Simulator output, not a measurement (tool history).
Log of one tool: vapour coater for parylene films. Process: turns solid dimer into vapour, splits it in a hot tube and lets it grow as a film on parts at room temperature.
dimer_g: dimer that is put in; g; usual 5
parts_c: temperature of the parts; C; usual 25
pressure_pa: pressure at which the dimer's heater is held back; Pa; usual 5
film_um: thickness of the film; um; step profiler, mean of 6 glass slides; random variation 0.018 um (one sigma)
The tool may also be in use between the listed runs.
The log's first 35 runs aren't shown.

run 36 hour=422 | dimer_g=3 parts_c=17 pressure_pa=2.86 | film_um=1.92
run 37 hour=434.9 | dimer_g=3 parts_c=17 pressure_pa=2.86 | film_um=1.91
run 38 hour=443.6 | dimer_g=2 parts_c=28 pressure_pa=2.3 | film_um=0.88
run 39 hour=453 | dimer_g=2 parts_c=34 pressure_pa=2.04 | film_um=0.74
run 40 hour=468.1 | dimer_g=5 parts_c=25 pressure_pa=3.05 | film_um=2.41
run 41 hour=482.9 | dimer_g=5 parts_c=36 pressure_pa=9.4 | film_um=1.42
run 42 hour=494.7 | dimer_g=6 parts_c=20 pressure_pa=3.1 | film_um=3.45
run 43 hour=506.9 | dimer_g=6 parts_c=20 pressure_pa=3.1 | film_um=3.37

4 ways to go on from here, each from the tool as it stands after run 43. What would each give?
run A hour=518.8 | dimer_g=5 parts_c=25 pressure_pa=2.17 | film_um=?
run B hour=518.8 | dimer_g=9 parts_c=31 pressure_pa=3.1 | film_um=?
run C hour=518.8 | dimer_g=4 parts_c=32 pressure_pa=3.1 | film_um=?
run D hour=518.8 | dimer_g=6 parts_c=20 pressure_pa=11.74 | film_um=?

run=A film_um=2.46
run=B film_um=3.41
run=C film_um=1.48
run=D film_um=2.96
Without the tool's hidden state the same runs would have given:
run=A film_um=2.52
run=B film_um=3.49
run=C film_um=1.52
run=D film_um=3.03
